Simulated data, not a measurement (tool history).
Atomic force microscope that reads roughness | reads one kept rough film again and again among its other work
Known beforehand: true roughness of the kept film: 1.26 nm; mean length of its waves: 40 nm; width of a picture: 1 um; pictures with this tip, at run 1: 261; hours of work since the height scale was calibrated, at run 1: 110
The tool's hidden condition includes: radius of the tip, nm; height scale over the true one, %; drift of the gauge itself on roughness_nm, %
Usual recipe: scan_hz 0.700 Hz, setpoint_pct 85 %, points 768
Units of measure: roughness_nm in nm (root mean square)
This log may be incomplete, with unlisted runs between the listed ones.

run,hour,scan_hz,setpoint_pct,points,pictures with this tip,hours of work since the height scale was calibrated,roughness_nm
1,0.0,0.700,85,768,261,110,1.108
2,27.1,0.700,85,768,301,126,1.090
3,50.8,0.700,85,768,335,141,1.083
# hour 63.9: new tip fitted
4,73.7,0.700,85,768,14,154,1.150
5,90.7,0.700,60,768,39,165,1.204
6,119.1,0.700,60,768,80,182,1.187
7,145.2,0.700,60,768,119,198,1.185
8,174.8,0.700,85,768,162,216,1.119
9,192.5,0.574,85,768,188,227,1.132
10,208.1,1.970,85,768,211,236,0.997
11,233.5,1.198,85,768,248,252,1.050
12,246.6,1.198,85,768,267,260,1.060
13,272.5,1.198,85,768,305,276,1.060
14,295.8,1.198,85,768,339,290,1.049
# hour 308.0: new tip fitted
15,324.8,0.700,85,323,24,307,1.151
16,349.0,0.700,61,768,60,322,1.202
17,372.4,0.700,85,528,94,336,1.141
18,387.7,0.700,85,528,116,346,1.121
19,407.7,0.700,85,768,145,358,1.129
20,439.4,0.700,85,768,192,377,1.125
21,454.9,0.700,85,768,214,387,1.122
22,480.3,0.700,85,768,251,402,1.110
23,506.1,0.700,85,768,289,418,1.105
24,530.1,0.700,83,768,324,433,1.100
25,543.8,0.685,57,768,344,441,1.148
# hour 550.9: new tip fitted
26,574.6,0.685,57,768,34,460,1.212
27,594.5,0.685,57,768,64,472,1.196
28,613.9,0.700,65,808,92,484,1.192
29,642.1,3.298,82,347,133,501,0.937
30,666.3,0.700,55,744,168,516,1.185
31,685.6,0.700,62,367,197,528,1.165
32,701.3,1.324,85,310,219,537,1.047
33,722.2,1.324,85,310,250,550,1.042
34,750.8,0.700,85,444,292,567,1.101
35,781.7,1.827,86,768,337,586,0.989
# hour 795.1: new tip fitted
36,811.2,1.827,86,768,23,604,1.047
37,835.8,1.827,86,768,59,619,1.031
38,851.0,0.725,86,768,81,628,1.141
39,877.0,0.725,86,313,119,644,1.116
40,906.9,0.725,86,313,163,662,1.114
41,935.3,0.725,86,313,204,680,1.108
42,960.4,3.500,77,768,241,695,0.974
43,987.3,3.574,85,374,280,712,0.878
44,1007.3,3.262,56,869,310,724,1.112
45,1029.1,3.262,56,869,342,737,1.106
# hour 1039.8: new tip fitted
46,1043.0,0.732,59,284,5,745,1.205
47,1066.7,0.700,82,721,40,760,1.162

What if the next run were any one of these 5? Each begins from the tool's condition after run 47:
A,1079.7,0.700,82,408,59,768,?
B,1079.7,0.700,85,765,59,768,?
C,1079.7,0.700,80,893,59,768,?
D,1079.7,1.652,85,768,59,768,?
E,1079.7,0.700,59,768,59,768,?

run,roughness_nm
A,1.153
B,1.147
C,1.160
D,1.063
E,1.210
The same runs, with their run-to-run variation unchanged, on a tool lacking any hidden condition would have given:
run,roughness_nm
A,1.160
B,1.154
C,1.166
D,1.069
E,1.217
